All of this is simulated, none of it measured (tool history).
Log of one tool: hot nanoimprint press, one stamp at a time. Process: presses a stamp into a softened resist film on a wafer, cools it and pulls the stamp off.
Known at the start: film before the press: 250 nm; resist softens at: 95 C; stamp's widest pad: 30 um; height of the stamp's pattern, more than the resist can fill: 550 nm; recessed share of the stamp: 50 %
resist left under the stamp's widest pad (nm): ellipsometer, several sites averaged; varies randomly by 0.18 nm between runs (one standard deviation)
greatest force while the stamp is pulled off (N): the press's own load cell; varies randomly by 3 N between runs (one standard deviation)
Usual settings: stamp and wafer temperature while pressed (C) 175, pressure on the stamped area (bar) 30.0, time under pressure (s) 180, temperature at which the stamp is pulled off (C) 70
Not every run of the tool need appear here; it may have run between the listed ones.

run    day  stamp and wafer temperature while pressed (C)  pressure on the stamped area (bar)  time under pressure (s)  temperature at which the stamp is pulled off (C)  resist left under the stamp's widest pad (nm)  greatest force while the stamp is pulled off (N)
  1  0.000                                            175                                30.0                      180                                                70                                           96.2                                               201
     0.475  -- stamp cleaned and given a new release coat
  2  0.604                                            175                                30.0                      180                                                70                                           96.5                                               176
  3  0.858                                            175                                30.0                      180                                                70                                           96.3                                               173
  4  1.162                                            179                                30.0                      180                                                70                                           86.5                                               164
  5  1.546                                            179                                30.0                      180                                                70                                           86.3                                               173
  6  1.979                                            179                                30.0                      180                                                70                                           86.3                                               169
  7  2.200                                            181                                30.0                      180                                                70                                           82.2                                               175
  8  2.625                                            175                                30.0                      284                                                70                                           81.0                                               175
  9  2.858                                            175                                30.0                      155                                                70                                          101.6                                               179
 10  3.258                                            175                                30.0                      155                                                70                                          101.8                                               186
 11  3.538                                            175                                30.0                      155                                                70                                          101.5                                               174
 12  3.788                                            175                                30.0                      155                                                70                                          101.5                                               178
 13  4.067                                            175                                30.0                      155                                                70                                          101.7                                               183
 14  4.400                                            175                                20.9                      155                                                70                                          121.9                                               179
 15  4.600                                            175                                20.9                      155                                                70                                          121.5                                               184
 16  4.846                                            181                                44.2                      114                                                70                                           79.4                                               177
 17  5.283                                            181                                44.2                      114                                                70                                           79.4                                               175
 18  5.533                                            175                                30.0                      179                                                73                                           96.2                                               175
 19  5.729                                            181                                30.0                      197                                                70                                           79.1                                               184
     5.875  -- plate thermocouple calibrated
 20  6.033                                            181                                30.0                      197                                                70                                           78.8                                               189
 21  6.338                                            175                                24.7                      120                                                76                                          121.7                                               161
 22  6.517                                            172                                40.3                      103                                                57                                          109.4                                               229

Run 23 comes next. What will it give?
     6.942  -- plate thermocouple calibrated, once more
 23  7.029                                            172                                40.3                      103                                                57                                              ?                                                 ?

resist left under the stamp's widest pad (nm): 111.6
greatest force while the stamp is pulled off (N): 231
Take away the tool's hidden state, keep the run-to-run variation as it was, and the same run would have given resist left under the stamp's widest pad (nm) 110.6, greatest force while the stamp is pulled off (N) 209.

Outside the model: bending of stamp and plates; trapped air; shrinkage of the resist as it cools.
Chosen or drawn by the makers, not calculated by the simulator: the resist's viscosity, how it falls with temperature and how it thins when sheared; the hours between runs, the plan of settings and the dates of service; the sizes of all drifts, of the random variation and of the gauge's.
